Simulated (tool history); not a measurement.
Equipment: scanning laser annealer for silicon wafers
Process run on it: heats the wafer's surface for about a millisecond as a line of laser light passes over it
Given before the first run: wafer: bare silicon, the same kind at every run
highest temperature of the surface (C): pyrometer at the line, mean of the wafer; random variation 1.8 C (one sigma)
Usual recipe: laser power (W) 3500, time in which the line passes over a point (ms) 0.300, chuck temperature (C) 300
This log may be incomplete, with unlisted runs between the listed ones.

run	hour	laser power (W)	time in which the line passes over a point (ms)	chuck temperature (C)	highest temperature of the surface (C)
1	0.0	3500	0.300	300	1072
2	7.4	3500	0.300	300	1077
3	14.8	3500	0.277	300	1039
4	20.0	3500	0.300	300	1073
5	28.2	3500	0.300	300	1073
6	37.7	3500	0.300	300	1074
7	45.9	3500	0.300	300	1075
8	55.4	3500	0.300	300	1072
9	63.0	3500	0.300	300	1072
10	69.3	3500	0.232	300	969
11	77.4	3500	0.232	300	965
12	86.7	3500	0.232	300	966
13	92.4	3500	0.232	300	965
14	101.4	3500	0.232	300	966
15	107.8	3643	0.300	300	1106
16	118.3	3407	0.300	300	1052
17	123.1	3407	0.300	300	1053
18	132.0	3822	0.300	300	1147
19	139.2	3822	0.300	300	1145
20	145.6	3822	0.300	300	1145
21	156.1	3345	0.300	300	1040
22	165.1	2977	0.252	339	934
23	171.8	2977	0.252	339	932
24	180.0	3585	0.252	339	1055
25	189.3	3585	0.218	320	974
26	197.7	3529	0.280	321	1073
27	207.1	3500	0.220	300	942
28	212.2	3132	0.300	300	996
29	222.4	3796	0.300	261	1103
30	227.6	3194	0.349	269	1038
31	234.9	3194	0.349	269	1042
32	242.0	3500	0.249	269	964
33	247.6	3256	0.249	269	915
34	258.5	3223	0.291	269	967
35	264.8	3223	0.291	269	966
36	272.6	3223	0.291	269	968
37	281.2	3528	0.256	300	1012
38	291.1	3548	0.300	300	1083
39	301.7	3782	0.289	280	1100
40	307.0	3500	0.257	277	983
41	316.0	3674	0.257	339	1079
42	321.3	3500	0.240	300	980

Alternative continuations, all from the tool just after run 42; predict every row:
A	328.2	3500	0.289	300	?
B	328.2	3500	0.248	310	?
C	328.2	3500	0.240	319	?

run	highest temperature of the surface (C)
A	1057
B	1002
C	995
Stripped of hidden state, with their random variation kept, the same runs would have yielded:
run	highest temperature of the surface (C)
A	1057
B	1003
C	996
